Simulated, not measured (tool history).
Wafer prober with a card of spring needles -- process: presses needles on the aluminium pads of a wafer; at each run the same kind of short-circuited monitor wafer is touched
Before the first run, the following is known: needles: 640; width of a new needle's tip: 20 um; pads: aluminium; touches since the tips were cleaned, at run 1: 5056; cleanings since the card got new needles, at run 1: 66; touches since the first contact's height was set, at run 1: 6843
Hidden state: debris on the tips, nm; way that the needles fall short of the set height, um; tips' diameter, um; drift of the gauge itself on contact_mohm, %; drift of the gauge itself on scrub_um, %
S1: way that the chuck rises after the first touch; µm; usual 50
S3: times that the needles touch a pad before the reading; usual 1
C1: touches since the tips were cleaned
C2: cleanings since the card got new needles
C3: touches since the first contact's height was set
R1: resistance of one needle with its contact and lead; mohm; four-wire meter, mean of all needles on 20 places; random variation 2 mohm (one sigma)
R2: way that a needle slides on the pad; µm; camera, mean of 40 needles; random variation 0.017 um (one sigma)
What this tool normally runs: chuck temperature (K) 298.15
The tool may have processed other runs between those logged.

{"run": 1, "hour": 0.0, "S1": 50, "chuck temperature (K)": 298.15, "S3": 1, "C1": 5056, "C2": 66, "C3": 6843, "R1": 574, "R2": 7.31}
{"hour": 4.7, "done": "tips cleaned on abrasive film"}
{"run": 2, "hour": 14.1, "S1": 50, "chuck temperature (K)": 298.15, "S3": 1, "C1": 5466, "C2": 67, "C3": 14962, "R1": 578, "R2": 7.3}
{"hour": 17.5, "done": "tips cleaned on abrasive film"}
{"hour": 30.7, "done": "tips cleaned on abrasive film"}
{"run": 3, "hour": 36.3, "S1": 50, "chuck temperature (K)": 298.15, "S3": 1, "C1": 3278, "C2": 69, "C3": 27713, "R1": 541, "R2": 7.27}
{"hour": 44.1, "done": "tips cleaned on abrasive film"}
{"hour": 57.3, "done": "tips cleaned on abrasive film"}
{"run": 4, "hour": 57.7, "S1": 50, "chuck temperature (K)": 298.15, "S3": 1, "C1": 228, "C2": 71, "C3": 39973, "R1": 288, "R2": 7.26}
{"hour": 70.3, "done": "tips cleaned on abrasive film"}
{"run": 5, "hour": 78.5, "S1": 50, "chuck temperature (K)": 308.15, "S3": 1, "C1": 4778, "C2": 72, "C3": 51948, "R1": 580, "R2": 7.24}
{"hour": 84.8, "done": "tips cleaned on abrasive film"}
{"run": 6, "hour": 92.0, "S1": 50, "chuck temperature (K)": 308.15, "S3": 1, "C1": 4135, "C2": 73, "C3": 59684, "R1": 566, "R2": 7.21}
{"hour": 98.3, "done": "tips cleaned on abrasive film"}
{"run": 7, "hour": 106.8, "S1": 50, "chuck temperature (K)": 319.15, "S3": 1, "C1": 4873, "C2": 74, "C3": 68192, "R1": 583, "R2": 7.2}
{"hour": 112.1, "done": "tips cleaned on abrasive film"}
{"run": 8, "hour": 117.2, "S1": 50, "chuck temperature (K)": 326.15, "S3": 1, "C1": 2919, "C2": 75, "C3": 74169, "R1": 521, "R2": 7.21}
{"hour": 125.7, "done": "tips cleaned on abrasive film"}
{"hour": 138.2, "done": "tips cleaned on abrasive film"}
{"run": 9, "hour": 138.2, "S1": 50, "chuck temperature (K)": 326.15, "S3": 1, "C1": 0, "C2": 77, "C3": 86224, "R1": 261, "R2": 7.21}
{"hour": 151.0, "done": "tips cleaned on abrasive film"}
{"run": 10, "hour": 152.1, "S1": 50, "chuck temperature (K)": 298.15, "S3": 1, "C1": 658, "C2": 78, "C3": 94210, "R1": 333, "R2": 7.15}
{"hour": 164.4, "done": "tips cleaned on abrasive film"}
{"hour": 171.2, "done": "height of the first contact set anew"}
{"run": 11, "hour": 174.7, "S1": 50, "chuck temperature (K)": 298.15, "S3": 1, "C1": 5840, "C2": 79, "C3": 2049, "R1": 592, "R2": 7.27}
{"hour": 178.3, "done": "tips cleaned on abrasive film"}
{"hour": 191.7, "done": "tips cleaned on abrasive film"}
{"run": 12, "hour": 192.9, "S1": 50, "chuck temperature (K)": 298.15, "S3": 1, "C1": 697, "C2": 81, "C3": 12455, "R1": 383, "R2": 7.29}
{"hour": 204.4, "done": "tips cleaned on abrasive film"}
{"run": 13, "hour": 204.4, "S1": 50, "chuck temperature (K)": 298.15, "S3": 1, "C1": 9, "C2": 82, "C3": 19064, "R1": 252, "R2": 7.29}
{"run": 14, "hour": 216.4, "S1": 50, "chuck temperature (K)": 390.15, "S3": 1, "C1": 6936, "C2": 82, "C3": 25991, "R1": 580, "R2": 7.28}
{"hour": 218.4, "done": "tips cleaned on abrasive film"}
{"run": 15, "hour": 230.4, "S1": 50, "chuck temperature (K)": 390.15, "S3": 1, "C1": 6962, "C2": 83, "C3": 34064, "R1": 570, "R2": 7.26}
{"hour": 231.6, "done": "tips cleaned on abrasive film"}
{"hour": 245.2, "done": "tips cleaned on abrasive film"}
{"run": 16, "hour": 252.7, "S1": 50, "chuck temperature (K)": 390.15, "S3": 1, "C1": 4322, "C2": 85, "C3": 46810, "R1": 542, "R2": 7.24}
{"hour": 258.5, "done": "tips cleaned on abrasive film"}
{"run": 17, "hour": 266.0, "S1": 40, "chuck temperature (K)": 298.15, "S3": 2, "C1": 4352, "C2": 86, "C3": 54495, "R1": 547, "R2": 5.78}
{"hour": 272.3, "done": "tips cleaned on abrasive film"}
{"hour": 284.8, "done": "tips cleaned on abrasive film"}
{"run": 18, "hour": 285.0, "S1": 40, "chuck temperature (K)": 317.15, "S3": 2, "C1": 110, "C2": 88, "C3": 65363, "R1": 291, "R2": 5.76}
{"run": 19, "hour": 295.0, "S1": 63, "chuck temperature (K)": 378.15, "S3": 1, "C1": 5871, "C2": 88, "C3": 71124, "R1": 453, "R2": 9.12}
{"hour": 298.6, "done": "tips cleaned on abrasive film"}
{"hour": 311.5, "done": "tips cleaned on abrasive film"}
{"run": 20, "hour": 316.8, "S1": 63, "chuck temperature (K)": 378.15, "S3": 1, "C1": 3122, "C2": 90, "C3": 83680, "R1": 434, "R2": 9.11}
{"hour": 324.0, "done": "tips cleaned on abrasive film"}
{"hour": 336.6, "done": "tips cleaned on abrasive film"}
{"run": 21, "hour": 337.2, "S1": 63, "chuck temperature (K)": 378.15, "S3": 1, "C1": 311, "C2": 92, "C3": 95319, "R1": 297, "R2": 9.07}
{"hour": 349.6, "done": "tips cleaned on abrasive film"}
{"run": 22, "hour": 349.6, "S1": 50, "chuck temperature (K)": 383.15, "S3": 3, "C1": 0, "C2": 93, "C3": 102477, "R1": 257, "R2": 7.19}
{"hour": 355.5, "done": "height of the first contact set anew"}
{"run": 23, "hour": 359.6, "S1": 57, "chuck temperature (K)": 349.15, "S3": 1, "C1": 5615, "C2": 93, "C3": 2394, "R1": 500, "R2": 8.33}
{"hour": 362.7, "done": "tips cleaned on abrasive film"}
{"run": 24, "hour": 369.6, "S1": 31, "chuck temperature (K)": 343.15, "S3": 3, "C1": 3989, "C2": 94, "C3": 8101, "R1": 546, "R2": 4.51}
{"hour": 376.1, "done": "tips cleaned on abrasive film"}
{"hour": 389.1, "done": "tips cleaned on abrasive film"}
{"run": 25, "hour": 389.1, "S1": 39, "chuck temperature (K)": 321.15, "S3": 3, "C1": 0, "C2": 96, "C3": 19317, "R1": 245, "R2": 5.69}
{"hour": 401.8, "done": "tips cleaned on abrasive film"}
{"run": 26, "hour": 409.3, "S1": 37, "chuck temperature (K)": 331.15, "S3": 2, "C1": 4358, "C2": 97, "C3": 30930, "R1": 614, "R2": 5.37}
{"hour": 414.8, "done": "tips cleaned on abrasive film"}
{"hour": 428.1, "done": "tips cleaned on abrasive film"}
{"run": 27, "hour": 428.1, "S1": 58, "chuck temperature (K)": 350.15, "S3": 2, "C1": 0, "C2": 99, "C3": 41696, "R1": 253, "R2": 8.45}
{"hour": 442.0, "done": "tips cleaned on abrasive film"}
{"run": 28, "hour": 445.0, "S1": 58, "chuck temperature (K)": 367.15, "S3": 3, "C1": 1725, "C2": 100, "C3": 51431, "R1": 300, "R2": 8.41}
{"hour": 454.5, "done": "tips cleaned on abrasive film"}
{"run": 29, "hour": 466.4, "S1": 39, "chuck temperature (K)": 320.15, "S3": 2, "C1": 6915, "C2": 101, "C3": 63777, "R1": 606, "R2": 5.59}

Branching from run 29: 3 alternative next runs. What would each branch give?
{"hour": 468.6, "done": "tips cleaned on abrasive film"}
{"run": "A", "hour": 479.8, "S1": 38, "chuck temperature (K)": 298.15, "S3": 3, "C1": 6517, "C2": 102, "C3": 71465, "R1": "?", "R2": "?"}
{"hour": 468.6, "done": "tips cleaned on abrasive film"}
{"run": "B", "hour": 479.8, "S1": 50, "chuck temperature (K)": 317.15, "S3": 1, "C1": 6517, "C2": 102, "C3": 71465, "R1": "?", "R2": "?"}
{"hour": 468.6, "done": "tips cleaned on abrasive film"}
{"run": "C", "hour": 479.8, "S1": 42, "chuck temperature (K)": 326.15, "S3": 2, "C1": 6517, "C2": 102, "C3": 71465, "R1": "?", "R2": "?"}

run=A R1=478 R2=5.51
run=B R1=607 R2=7.25
run=C R1=556 R2=6.05
Without the tool's hidden state the same runs would have given:
run=A R1=230 R2=5.6
run=B R1=225 R2=7.34
run=C R1=234 R2=6.15
